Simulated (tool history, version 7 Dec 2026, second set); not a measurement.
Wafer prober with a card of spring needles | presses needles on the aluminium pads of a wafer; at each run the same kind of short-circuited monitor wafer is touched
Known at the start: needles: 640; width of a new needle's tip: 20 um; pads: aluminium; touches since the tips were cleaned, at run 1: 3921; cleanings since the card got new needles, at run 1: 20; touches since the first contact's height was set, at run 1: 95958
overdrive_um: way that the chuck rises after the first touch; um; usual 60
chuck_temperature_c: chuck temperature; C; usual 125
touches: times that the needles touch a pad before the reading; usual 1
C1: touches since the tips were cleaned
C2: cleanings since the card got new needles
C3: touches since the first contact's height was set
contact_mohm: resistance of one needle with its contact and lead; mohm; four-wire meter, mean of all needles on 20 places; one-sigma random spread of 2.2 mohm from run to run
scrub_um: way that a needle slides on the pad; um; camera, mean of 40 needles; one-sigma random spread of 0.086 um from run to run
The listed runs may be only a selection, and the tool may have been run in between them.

run 1 hour=0.0 | overdrive_um=60 chuck_temperature_c=125 touches=1 | C1=3921 C2=20 C3=95958 | contact_mohm=406 scrub_um=16.06
-- hour=0.5 tips cleaned on abrasive film
run 2 hour=6.2 | overdrive_um=60 chuck_temperature_c=125 touches=1 | C1=2163 C2=21 C3=98291 | contact_mohm=453 scrub_um=16.13
-- hour=11.3 tips cleaned on abrasive film
-- hour=15.5 tips cleaned on abrasive film, once more
run 3 hour=15.5 | overdrive_um=60 chuck_temperature_c=125 touches=1 | C1=0 C2=23 C3=101782 | contact_mohm=259 scrub_um=15.96
run 4 hour=24.9 | overdrive_um=60 chuck_temperature_c=125 touches=1 | C1=3568 C2=23 C3=105350 | contact_mohm=419 scrub_um=16.04
-- hour=26.1 tips cleaned on abrasive film
run 5 hour=29.0 | overdrive_um=60 chuck_temperature_c=125 touches=1 | C1=1100 C2=24 C3=106882 | contact_mohm=338 scrub_um=16.01
run 6 hour=34.8 | overdrive_um=60 chuck_temperature_c=125 touches=1 | C1=3327 C2=24 C3=109109 | contact_mohm=415 scrub_um=15.94
-- hour=36.7 tips cleaned on abrasive film
run 7 hour=41.3 | overdrive_um=60 chuck_temperature_c=125 touches=1 | C1=1742 C2=25 C3=111557 | contact_mohm=384 scrub_um=15.88
-- hour=47.2 tips cleaned on abrasive film
run 8 hour=48.5 | overdrive_um=60 chuck_temperature_c=125 touches=1 | C1=480 C2=26 C3=114270 | contact_mohm=306 scrub_um=16.09
run 9 hour=57.1 | overdrive_um=60 chuck_temperature_c=125 touches=1 | C1=3758 C2=26 C3=117548 | contact_mohm=431 scrub_um=16.00
-- hour=58.1 tips cleaned on abrasive film
run 10 hour=66.6 | overdrive_um=60 chuck_temperature_c=125 touches=1 | C1=3283 C2=27 C3=121171 | contact_mohm=416 scrub_um=16.07
-- hour=68.6 tips cleaned on abrasive film
run 11 hour=72.2 | overdrive_um=60 chuck_temperature_c=125 touches=2 | C1=1384 C2=28 C3=123274 | contact_mohm=315 scrub_um=15.97
run 12 hour=77.1 | overdrive_um=47 chuck_temperature_c=125 touches=2 | C1=3260 C2=28 C3=125150 | contact_mohm=420 scrub_um=12.38
-- hour=79.1 tips cleaned on abrasive film
run 13 hour=82.2 | overdrive_um=47 chuck_temperature_c=125 touches=2 | C1=1194 C2=29 C3=127040 | contact_mohm=359 scrub_um=12.41
-- hour=89.8 tips cleaned on abrasive film
run 14 hour=91.9 | overdrive_um=47 chuck_temperature_c=125 touches=2 | C1=780 C2=30 C3=130697 | contact_mohm=334 scrub_um=12.33
-- hour=92.6 height of the first contact set anew
run 15 hour=99.7 | overdrive_um=47 chuck_temperature_c=125 touches=2 | C1=3659 C2=30 C3=2714 | contact_mohm=410 scrub_um=13.10
-- hour=100.6 tips cleaned on abrasive film
run 16 hour=109.5 | overdrive_um=49 chuck_temperature_c=82 touches=1 | C1=3376 C2=31 C3=6410 | contact_mohm=498 scrub_um=13.63
-- hour=111.8 tips cleaned on abrasive film
run 17 hour=114.5 | overdrive_um=70 chuck_temperature_c=77 touches=1 | C1=1041 C2=32 C3=8311 | contact_mohm=303 scrub_um=19.35
run 18 hour=118.5 | overdrive_um=60 chuck_temperature_c=125 touches=1 | C1=2561 C2=32 C3=9831 | contact_mohm=393 scrub_um=16.80
-- hour=123.0 tips cleaned on abrasive film
run 19 hour=128.1 | overdrive_um=60 chuck_temperature_c=116 touches=2 | C1=1964 C2=33 C3=13473 | contact_mohm=326 scrub_um=16.70
run 20 hour=133.1 | overdrive_um=60 chuck_temperature_c=69 touches=1 | C1=3869 C2=33 C3=15378 | contact_mohm=419 scrub_um=16.64
-- hour=133.7 tips cleaned on abrasive film
run 21 hour=139.1 | overdrive_um=60 chuck_temperature_c=69 touches=1 | C1=2048 C2=34 C3=17626 | contact_mohm=388 scrub_um=16.51
run 22 hour=144.0 | overdrive_um=60 chuck_temperature_c=69 touches=1 | C1=3921 C2=34 C3=19499 | contact_mohm=424 scrub_um=16.37
-- hour=144.9 tips cleaned on abrasive film
run 23 hour=149.6 | overdrive_um=60 chuck_temperature_c=69 touches=1 | C1=1797 C2=35 C3=21600 | contact_mohm=379 scrub_um=16.46
-- hour=155.8 tips cleaned on abrasive film
run 24 hour=156.6 | overdrive_um=47 chuck_temperature_c=55 touches=3 | C1=294 C2=36 C3=24231 | contact_mohm=262 scrub_um=12.96
run 25 hour=165.5 | overdrive_um=47 chuck_temperature_c=55 touches=3 | C1=3700 C2=36 C3=27637 | contact_mohm=344 scrub_um=12.89

5 options for the next run, each taken on its own from the tool as it stands now. Forecast them:
-- hour=166.4 tips cleaned on abrasive film
run A hour=170.5 | overdrive_um=69 chuck_temperature_c=52 touches=3 | C1=1583 C2=37 C3=29536 | contact_mohm=? scrub_um=?
-- hour=166.4 tips cleaned on abrasive film
run B hour=170.5 | overdrive_um=56 chuck_temperature_c=55 touches=3 | C1=1583 C2=37 C3=29536 | contact_mohm=? scrub_um=?
-- hour=166.4 tips cleaned on abrasive film
run C hour=170.5 | overdrive_um=67 chuck_temperature_c=55 touches=3 | C1=1583 C2=37 C3=29536 | contact_mohm=? scrub_um=?
-- hour=166.4 tips cleaned on abrasive film
run D hour=170.5 | overdrive_um=47 chuck_temperature_c=55 touches=3 | C1=1583 C2=37 C3=29536 | contact_mohm=? scrub_um=?
-- hour=166.4 tips cleaned on abrasive film
run E hour=170.5 | overdrive_um=76 chuck_temperature_c=55 touches=3 | C1=1583 C2=37 C3=29536 | contact_mohm=? scrub_um=?

run=A contact_mohm=260 scrub_um=19.08
run=B contact_mohm=285 scrub_um=15.43
run=C contact_mohm=263 scrub_um=18.42
run=D contact_mohm=311 scrub_um=12.89
run=E contact_mohm=258 scrub_um=20.99
Had the tool no hidden state, the same runs would have come out as:
run=A contact_mohm=221 scrub_um=19.22
run=B contact_mohm=228 scrub_um=15.58
run=C contact_mohm=222 scrub_um=18.56
run=D contact_mohm=232 scrub_um=13.03
run=E contact_mohm=224 scrub_um=21.14
